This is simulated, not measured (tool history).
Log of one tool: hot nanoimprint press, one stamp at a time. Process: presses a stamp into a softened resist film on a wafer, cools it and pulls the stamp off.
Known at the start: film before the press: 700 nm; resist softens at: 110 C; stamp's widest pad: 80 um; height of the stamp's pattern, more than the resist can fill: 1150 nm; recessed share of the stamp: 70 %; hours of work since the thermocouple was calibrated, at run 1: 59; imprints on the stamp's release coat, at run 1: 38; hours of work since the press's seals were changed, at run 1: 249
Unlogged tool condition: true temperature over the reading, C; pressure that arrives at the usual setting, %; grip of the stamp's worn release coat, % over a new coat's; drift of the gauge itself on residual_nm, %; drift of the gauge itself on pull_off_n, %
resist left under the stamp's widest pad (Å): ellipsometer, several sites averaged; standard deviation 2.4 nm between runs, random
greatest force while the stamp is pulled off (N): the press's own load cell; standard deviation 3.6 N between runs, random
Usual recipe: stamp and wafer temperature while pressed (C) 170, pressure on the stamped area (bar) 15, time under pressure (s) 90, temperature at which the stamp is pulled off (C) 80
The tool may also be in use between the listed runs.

run,hour,stamp and wafer temperature while pressed (C),pressure on the stamped area (bar),time under pressure (s),temperature at which the stamp is pulled off (C),hours of work since the thermocouple was calibrated,imprints on the stamp's release coat,hours of work since the press's seals were changed,resist left under the stamp's widest pad (Å),greatest force while the stamp is pulled off (N)
1,0,170,15,90,80,59,38,249,4039,173
2,22.6,170,15,90,80,71,122,260,4038,179
3,50.3,170,15,90,80,85,224,275,4022,177
4,72.2,170,15,90,80,96,305,286,4068,185
5,95.4,170,15,90,80,108,391,298,4075,182
6,115,170,15,90,80,118,464,308,4055,181
7,144.1,170,15,177,80,133,571,323,3182,192
8,172.8,170,15,100,80,147,678,337,3991,185
9,193.6,170,15,100,80,158,755,348,3938,194
10,211.8,170,15,74,80,167,822,357,4366,193
11,224.1,170,15,90,80,174,868,363,4087,193
12,242.7,170,15,90,80,183,936,373,4114,199
13,257.3,170,15,90,80,191,991,380,4132,201
14,286.7,170,15,90,80,206,1100,395,4136,202

Run 15 is up next; what results do you expect?
15,315.7,170,15,90,80,220,1207,410,?,?

resist left under the stamp's widest pad (Å): 4139
greatest force while the stamp is pulled off (N): 209
Had the tool carried no hidden state, the very same run would have given resist left under the stamp's widest pad (Å) 3976, greatest force while the stamp is pulled off (N) 175.

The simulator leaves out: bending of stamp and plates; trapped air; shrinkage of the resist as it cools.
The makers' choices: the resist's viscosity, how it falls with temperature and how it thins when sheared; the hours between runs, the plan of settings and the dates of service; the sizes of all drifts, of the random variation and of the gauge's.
